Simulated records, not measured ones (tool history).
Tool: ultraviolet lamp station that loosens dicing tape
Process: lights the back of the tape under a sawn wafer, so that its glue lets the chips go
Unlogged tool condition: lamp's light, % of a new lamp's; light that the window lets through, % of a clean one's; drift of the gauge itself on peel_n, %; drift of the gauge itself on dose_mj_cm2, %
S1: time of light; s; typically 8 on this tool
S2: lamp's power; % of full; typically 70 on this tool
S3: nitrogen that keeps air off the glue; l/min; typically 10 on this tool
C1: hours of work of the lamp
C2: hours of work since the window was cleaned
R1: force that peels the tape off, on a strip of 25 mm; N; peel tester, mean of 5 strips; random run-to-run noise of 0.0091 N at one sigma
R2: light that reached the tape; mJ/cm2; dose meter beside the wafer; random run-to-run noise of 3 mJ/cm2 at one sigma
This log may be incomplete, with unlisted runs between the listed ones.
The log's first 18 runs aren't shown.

{"run": 19, "hour": 112.1, "S1": 8, "S2": 70, "S3": 10, "C1": 318, "C2": 337, "R1": 0.383, "R2": 448}
{"run": 20, "hour": 116.8, "S1": 8, "S2": 70, "S3": 10, "C1": 322, "C2": 341, "R1": 0.398, "R2": 454}
{"run": 21, "hour": 125.8, "S1": 8, "S2": 70, "S3": 10, "C1": 329, "C2": 348, "R1": 0.362, "R2": 451}
{"run": 22, "hour": 131.0, "S1": 8, "S2": 70, "S3": 10, "C1": 333, "C2": 352, "R1": 0.385, "R2": 452}
{"run": 23, "hour": 140.0, "S1": 8, "S2": 72, "S3": 6, "C1": 340, "C2": 359, "R1": 0.477, "R2": 464}
{"run": 24, "hour": 145.7, "S1": 13, "S2": 83, "S3": 4, "C1": 344, "C2": 363, "R1": 0.279, "R2": 879}
{"run": 25, "hour": 152.2, "S1": 5, "S2": 99, "S3": 10, "C1": 349, "C2": 368, "R1": 0.469, "R2": 402}
{"run": 26, "hour": 160.8, "S1": 10, "S2": 74, "S3": 6, "C1": 356, "C2": 375, "R1": 0.326, "R2": 597}
{"run": 27, "hour": 169.6, "S1": 6, "S2": 96, "S3": 10, "C1": 363, "C2": 381, "R1": 0.374, "R2": 468}

Run 28, settings as shown, results not yet in. Your forecast:
{"run": 28, "hour": 174.4, "S1": 5, "S2": 96, "S3": 10, "C1": 366, "C2": 385, "R1": "?", "R2": "?"}

Run 28 gave R1 0.481 N, R2 386 mJ/cm2.
Had the tool carried no hidden state, the very same run would have given R1 0.479 N, R2 386 mJ/cm2.
